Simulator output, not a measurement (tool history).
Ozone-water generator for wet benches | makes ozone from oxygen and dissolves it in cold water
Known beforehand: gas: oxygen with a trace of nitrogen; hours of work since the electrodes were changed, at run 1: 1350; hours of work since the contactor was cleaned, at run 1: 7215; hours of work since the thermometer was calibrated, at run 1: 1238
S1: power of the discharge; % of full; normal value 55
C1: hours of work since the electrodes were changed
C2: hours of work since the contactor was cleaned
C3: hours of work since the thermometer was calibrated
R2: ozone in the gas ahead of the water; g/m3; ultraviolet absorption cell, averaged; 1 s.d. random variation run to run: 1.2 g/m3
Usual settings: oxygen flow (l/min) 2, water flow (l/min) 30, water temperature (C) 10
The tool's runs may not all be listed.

run 1 day=0 | S1=55 oxygen_flow_(l/min)=2 water_flow_(l/min)=30 water_temperature_(C)=10 | C1=1350 C2=7215 C3=1238 | dissolved_ozone_(ppm)=10.6 R2=220
run 2 day=5.079 | S1=55 oxygen_flow_(l/min)=2 water_flow_(l/min)=30 water_temperature_(C)=10 | C1=1446 C2=7311 C3=1334 | dissolved_ozone_(ppm)=10.4 R2=220.2
run 3 day=10.742 | S1=55 oxygen_flow_(l/min)=2 water_flow_(l/min)=30 water_temperature_(C)=10 | C1=1553 C2=7419 C3=1441 | dissolved_ozone_(ppm)=10.3 R2=221.2
run 4 day=13.583 | S1=55 oxygen_flow_(l/min)=2 water_flow_(l/min)=30 water_temperature_(C)=10 | C1=1607 C2=7472 C3=1495 | dissolved_ozone_(ppm)=10.4 R2=223.4
run 5 day=16.804 | S1=55 oxygen_flow_(l/min)=2 water_flow_(l/min)=30 water_temperature_(C)=10 | C1=1668 C2=7533 C3=1556 | dissolved_ozone_(ppm)=10.4 R2=221.6
run 6 day=21.129 | S1=55 oxygen_flow_(l/min)=2 water_flow_(l/min)=30 water_temperature_(C)=6 | C1=1750 C2=7616 C3=1638 | dissolved_ozone_(ppm)=10.5 R2=222.2
-- day=22.2 contactor cleaned
run 7 day=23.875 | S1=55 oxygen_flow_(l/min)=2 water_flow_(l/min)=30 water_temperature_(C)=6 | C1=1799 C2=32 C3=1687 | dissolved_ozone_(ppm)=10.5 R2=220.2
run 8 day=27.879 | S1=62 oxygen_flow_(l/min)=2 water_flow_(l/min)=30 water_temperature_(C)=10 | C1=1875 C2=108 C3=1763 | dissolved_ozone_(ppm)=11 R2=240.8
run 9 day=33.183 | S1=62 oxygen_flow_(l/min)=2 water_flow_(l/min)=30 water_temperature_(C)=10 | C1=1976 C2=208 C3=1864 | dissolved_ozone_(ppm)=11.2 R2=238.5
run 10 day=36.479 | S1=62 oxygen_flow_(l/min)=2 water_flow_(l/min)=30 water_temperature_(C)=10 | C1=2038 C2=271 C3=1926 | dissolved_ozone_(ppm)=11.2 R2=241.4
run 11 day=40.25 | S1=62 oxygen_flow_(l/min)=2 water_flow_(l/min)=25 water_temperature_(C)=10 | C1=2110 C2=342 C3=1998 | dissolved_ozone_(ppm)=13.9 R2=236.3
run 12 day=44.029 | S1=52 oxygen_flow_(l/min)=2 water_flow_(l/min)=30 water_temperature_(C)=10 | C1=2181 C2=414 C3=2070 | dissolved_ozone_(ppm)=10 R2=210.4
run 13 day=49.633 | S1=55 oxygen_flow_(l/min)=2 water_flow_(l/min)=30 water_temperature_(C)=10 | C1=2288 C2=520 C3=2176 | dissolved_ozone_(ppm)=10.3 R2=219.9
run 14 day=52.371 | S1=55 oxygen_flow_(l/min)=2 water_flow_(l/min)=30 water_temperature_(C)=10 | C1=2340 C2=572 C3=2228 | dissolved_ozone_(ppm)=10.3 R2=218.1
run 15 day=55.404 | S1=55 oxygen_flow_(l/min)=2 water_flow_(l/min)=30 water_temperature_(C)=10 | C1=2397 C2=630 C3=2285 | dissolved_ozone_(ppm)=10.5 R2=218.8
run 16 day=60.025 | S1=55 oxygen_flow_(l/min)=2 water_flow_(l/min)=30 water_temperature_(C)=10 | C1=2485 C2=717 C3=2373 | dissolved_ozone_(ppm)=10.3 R2=219.8
run 17 day=62.792 | S1=51 oxygen_flow_(l/min)=2 water_flow_(l/min)=24 water_temperature_(C)=10 | C1=2537 C2=770 C3=2425 | dissolved_ozone_(ppm)=12.6 R2=208.7
run 18 day=67.492 | S1=87 oxygen_flow_(l/min)=2.09 water_flow_(l/min)=23 water_temperature_(C)=12 | C1=2626 C2=859 C3=2515 | dissolved_ozone_(ppm)=18.5 R2=287.9
run 19 day=70.617 | S1=87 oxygen_flow_(l/min)=1.87 water_flow_(l/min)=23 water_temperature_(C)=12 | C1=2686 C2=918 C3=2574 | dissolved_ozone_(ppm)=18.3 R2=309.2
run 20 day=75.096 | S1=87 oxygen_flow_(l/min)=1.55 water_flow_(l/min)=19 water_temperature_(C)=12 | C1=2771 C2=1003 C3=2659 | dissolved_ozone_(ppm)=21.2 R2=343.4
run 21 day=81.388 | S1=87 oxygen_flow_(l/min)=1.55 water_flow_(l/min)=19 water_temperature_(C)=12 | C1=2890 C2=1122 C3=2778 | dissolved_ozone_(ppm)=21.1 R2=346.7
run 22 day=85.042 | S1=55 oxygen_flow_(l/min)=3.13 water_flow_(l/min)=26 water_temperature_(C)=12 | C1=2959 C2=1192 C3=2847 | dissolved_ozone_(ppm)=13.2 R2=166.2
run 23 day=88.979 | S1=40 oxygen_flow_(l/min)=2 water_flow_(l/min)=25 water_temperature_(C)=10 | C1=3034 C2=1267 C3=2922 | dissolved_ozone_(ppm)=10.4 R2=175.8
run 24 day=94.146 | S1=40 oxygen_flow_(l/min)=2 water_flow_(l/min)=25 water_temperature_(C)=10 | C1=3132 C2=1364 C3=3020 | dissolved_ozone_(ppm)=10.4 R2=176.8
run 25 day=100.508 | S1=75 oxygen_flow_(l/min)=3.22 water_flow_(l/min)=30 water_temperature_(C)=10 | C1=3253 C2=1485 C3=3141 | dissolved_ozone_(ppm)=14 R2=202.5
run 26 day=106.233 | S1=75 oxygen_flow_(l/min)=3.22 water_flow_(l/min)=30 water_temperature_(C)=10 | C1=3361 C2=1594 C3=3249 | dissolved_ozone_(ppm)=14 R2=201
run 27 day=110.267 | S1=55 oxygen_flow_(l/min)=2 water_flow_(l/min)=24 water_temperature_(C)=10 | C1=3438 C2=1670 C3=3326 | dissolved_ozone_(ppm)=13.3 R2=218
run 28 day=113.708 | S1=87 oxygen_flow_(l/min)=1.41 water_flow_(l/min)=24 water_temperature_(C)=13 | C1=3503 C2=1735 C3=3391 | dissolved_ozone_(ppm)=16.1 R2=362.2
run 29 day=119.558 | S1=87 oxygen_flow_(l/min)=1.41 water_flow_(l/min)=24 water_temperature_(C)=13 | C1=3614 C2=1846 C3=3502 | dissolved_ozone_(ppm)=16.2 R2=362.6
run 30 day=124.188 | S1=87 oxygen_flow_(l/min)=1.41 water_flow_(l/min)=24 water_temperature_(C)=13 | C1=3702 C2=1934 C3=3590 | dissolved_ozone_(ppm)=16.1 R2=360.5
run 31 day=130.329 | S1=94 oxygen_flow_(l/min)=1.41 water_flow_(l/min)=24 water_temperature_(C)=10 | C1=3818 C2=2051 C3=3706 | dissolved_ozone_(ppm)=16.8 R2=378.3
run 32 day=133.896 | S1=99 oxygen_flow_(l/min)=1.7 water_flow_(l/min)=36 water_temperature_(C)=8 | C1=3886 C2=2118 C3=3774 | dissolved_ozone_(ppm)=12 R2=351.4

Each row is a separate what-if for the run after 32, all from the same tool condition, not one after another. Results?
run A day=137.65 | S1=41 oxygen_flow_(l/min)=2 water_flow_(l/min)=30 water_temperature_(C)=10 | C1=3957 C2=2190 C3=3845 | dissolved_ozone_(ppm)=? R2=?
run B day=137.65 | S1=46 oxygen_flow_(l/min)=2.34 water_flow_(l/min)=30 water_temperature_(C)=10 | C1=3957 C2=2190 C3=3845 | dissolved_ozone_(ppm)=? R2=?
run C day=137.65 | S1=67 oxygen_flow_(l/min)=2 water_flow_(l/min)=30 water_temperature_(C)=10 | C1=3957 C2=2190 C3=3845 | dissolved_ozone_(ppm)=? R2=?
run D day=137.65 | S1=99 oxygen_flow_(l/min)=1.5 water_flow_(l/min)=36 water_temperature_(C)=16 | C1=3957 C2=2190 C3=3845 | dissolved_ozone_(ppm)=? R2=?
run E day=137.65 | S1=59 oxygen_flow_(l/min)=1.7 water_flow_(l/min)=32 water_temperature_(C)=8 | C1=3957 C2=2190 C3=3845 | dissolved_ozone_(ppm)=? R2=?

run=A dissolved_ozone_(ppm)=8.7 R2=178.2
run=B dissolved_ozone_(ppm)=9.6 R2=174.1
run=C dissolved_ozone_(ppm)=11.6 R2=244.5
run=D dissolved_ozone_(ppm)=11.2 R2=377.3
run=E dissolved_ozone_(ppm)=9.6 R2=248.5
The same runs, with their run-to-run variation unchanged, on a tool lacking any hidden condition would have given:
run=A dissolved_ozone_(ppm)=8.7 R2=183.2
run=B dissolved_ozone_(ppm)=9.6 R2=179
run=C dissolved_ozone_(ppm)=11.6 R2=251.4
run=D dissolved_ozone_(ppm)=11.2 R2=388.1
run=E dissolved_ozone_(ppm)=9.6 R2=255.5

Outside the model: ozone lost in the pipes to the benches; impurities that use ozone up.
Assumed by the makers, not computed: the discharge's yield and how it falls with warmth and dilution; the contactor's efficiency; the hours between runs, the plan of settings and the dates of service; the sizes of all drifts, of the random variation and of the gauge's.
